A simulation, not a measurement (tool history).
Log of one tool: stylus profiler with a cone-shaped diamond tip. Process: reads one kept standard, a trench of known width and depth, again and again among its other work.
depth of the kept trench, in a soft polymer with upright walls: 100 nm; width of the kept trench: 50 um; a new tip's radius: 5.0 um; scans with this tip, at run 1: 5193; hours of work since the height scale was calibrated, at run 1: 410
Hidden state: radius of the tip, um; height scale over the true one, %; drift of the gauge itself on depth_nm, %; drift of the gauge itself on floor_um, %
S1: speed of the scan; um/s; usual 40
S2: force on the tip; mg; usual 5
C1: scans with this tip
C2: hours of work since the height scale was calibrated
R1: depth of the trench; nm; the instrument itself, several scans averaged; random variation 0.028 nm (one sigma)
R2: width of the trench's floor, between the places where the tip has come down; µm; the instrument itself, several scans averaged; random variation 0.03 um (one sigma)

run 1 hour=0 | S1=40 S2=5 | C1=5193 C2=410 | R1=102.03 R2=47.39
run 2 hour=37.7 | S1=40 S2=5 | C1=5555 C2=438 | R1=102.04 R2=47.35
run 3 hour=93.7 | S1=40 S2=5 | C1=6094 C2=481 | R1=102.02 R2=47.33
run 4 hour=144.1 | S1=40 S2=5 | C1=6578 C2=519 | R1=102.03 R2=47.27
run 5 hour=188.8 | S1=40 S2=3.8 | C1=7008 C2=553 | R1=101.63 R2=47.22
-- hour=194.6 height scale calibrated on a step standard
run 6 hour=215.1 | S1=40 S2=3.8 | C1=7256 C2=16 | R1=101.5 R2=47.19
run 7 hour=257.1 | S1=18 S2=2.61 | C1=7660 C2=47 | R1=101.12 R2=47.24
run 8 hour=294.8 | S1=18 S2=2.61 | C1=8022 C2=76 | R1=101.14 R2=47.21

Forecast run 9:
run 9 hour=321 | S1=54 S2=2.65 | C1=8274 C2=96 | R1=? R2=?

R1: 101.01 nm
R2: 46.98 µm
Without the tool's hidden state the same run would have given R1 101.34 nm, R2 47.67 µm.
